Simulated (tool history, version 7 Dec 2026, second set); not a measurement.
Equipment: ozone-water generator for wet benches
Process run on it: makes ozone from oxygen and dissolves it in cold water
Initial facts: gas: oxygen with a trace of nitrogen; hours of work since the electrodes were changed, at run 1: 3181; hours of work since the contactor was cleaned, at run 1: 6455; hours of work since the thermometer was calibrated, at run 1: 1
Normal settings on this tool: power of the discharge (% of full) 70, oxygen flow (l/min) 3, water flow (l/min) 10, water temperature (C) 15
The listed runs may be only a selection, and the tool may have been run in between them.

| run | hour | power of the discharge (% of full) | oxygen flow (l/min) | water flow (l/min) | water temperature (C) | hours of work since the electrodes were changed | hours of work since the contactor was cleaned | hours of work since the thermometer was calibrated | dissolved ozone (ppm) | ozone in the gas ahead of the water (g/m3) |
|---|---|---|---|---|---|---|---|---|---|---|
| 1 | 0 | 70 | 3 | 10 | 15 | 3181 | 6455 | 1 | 29.1 | 270 |
| 2 | 113.7 | 70 | 3 | 10 | 15 | 3292 | 6567 | 112 | 29.3 | 269.1 |
| 3 | 192.7 | 70 | 3 | 10 | 15 | 3370 | 6644 | 190 | 29.2 | 270.5 |
| 4 | 254.9 | 70 | 3 | 10 | 10 | 3431 | 6705 | 250 | 31.5 | 268.6 |
| 5 | 334.4 | 70 | 3 | 10 | 8 | 3508 | 6783 | 328 | 32.1 | 266.8 |
| 6 | 458 | 70 | 3 | 10 | 8 | 3629 | 6904 | 449 | 32.2 | 270.6 |
| 7 | 552.8 | 70 | 3 | 10 | 8 | 3722 | 6996 | 542 | 31.9 | 266.8 |
| 8 | 611.8 | 70 | 3 | 10 | 21 | 3780 | 7054 | 600 | 26.3 | 266.2 |
| 9 | 667.5 | 43 | 3 | 10 | 15 | 3834 | 7109 | 654 | 22 | 205.5 |
|  | 677.8 | water thermometer calibrated |
| 10 | 786.8 | 70 | 3 | 9 | 15 | 3951 | 7225 | 107 | 30.9 | 267.7 |
| 11 | 853.8 | 70 | 3 | 10 | 15 | 4016 | 7291 | 172 | 28.5 | 270.2 |
| 12 | 980.6 | 70 | 3 | 9 | 15 | 4140 | 7415 | 296 | 30.7 | 268.9 |
|  | 996.1 | water thermometer calibrated, once more |
| 13 | 1112.2 | 70 | 3 | 9 | 15 | 4269 | 7543 | 114 | 30.5 | 267.6 |

Run 14 is up next; what results do you expect?
| 14 | 1211.7 | 94 | 3 | 12 | 18 | 4366 | 7640 | 211 | ? | ? |

{"run 14": {"dissolved ozone (ppm)": 28.2, "ozone in the gas ahead of the water (g/m3)": 313.1}}
Minus the tool's unlogged condition, the same run would have read dissolved ozone (ppm) 32.7, ozone in the gas ahead of the water (g/m3) 330.5.
